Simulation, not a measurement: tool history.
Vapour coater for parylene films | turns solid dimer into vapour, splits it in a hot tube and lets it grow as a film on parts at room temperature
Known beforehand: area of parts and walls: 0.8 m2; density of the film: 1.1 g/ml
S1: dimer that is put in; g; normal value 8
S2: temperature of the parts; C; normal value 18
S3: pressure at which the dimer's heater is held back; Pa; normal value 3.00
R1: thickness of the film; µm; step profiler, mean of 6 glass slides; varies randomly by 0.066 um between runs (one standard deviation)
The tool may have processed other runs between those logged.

| run | day | S1 | S2 | S3 | R1 |
|---|---|---|---|---|---|
| 1 | 0.000 | 8 | 18 | 3.00 | 7.63 |
| 2 | 1.050 | 8 | 19 | 3.00 | 7.43 |
| 3 | 1.975 | 8 | 19 | 3.00 | 7.45 |
| 4 | 3.025 | 8 | 19 | 3.00 | 7.43 |
| 5 | 3.954 | 8 | 18 | 3.00 | 7.42 |
| 6 | 4.783 | 8 | 18 | 3.00 | 7.51 |
| 7 | 5.429 | 8 | 18 | 3.00 | 7.51 |
| 8 | 6.596 | 11 | 16 | 3.00 | 10.57 |
| 9 | 7.275 | 5 | 27 | 3.00 | 3.96 |
| 10 | 8.521 | 5 | 27 | 3.00 | 3.98 |
| 11 | 9.746 | 8 | 18 | 2.45 | 7.64 |
| 12 | 11.058 | 8 | 18 | 2.45 | 7.66 |
| 13 | 11.725 | 12 | 14 | 10.33 | 8.53 |

3 ways to go on from here, each from the tool as it stands after run 13. What would each give?
| A | 12.846 | 5 | 25 | 3.99 | ? |
| B | 12.846 | 10 | 12 | 3.00 | ? |
| C | 12.846 | 7 | 14 | 10.33 | ? |

| run | R1 |
|---|---|
| A | 3.71 |
| B | 9.97 |
| C | 4.95 |
Without the tool's hidden state the same runs would have given:
| run | R1 |
|---|---|
| A | 4.02 |
| B | 10.79 |
| C | 5.36 |
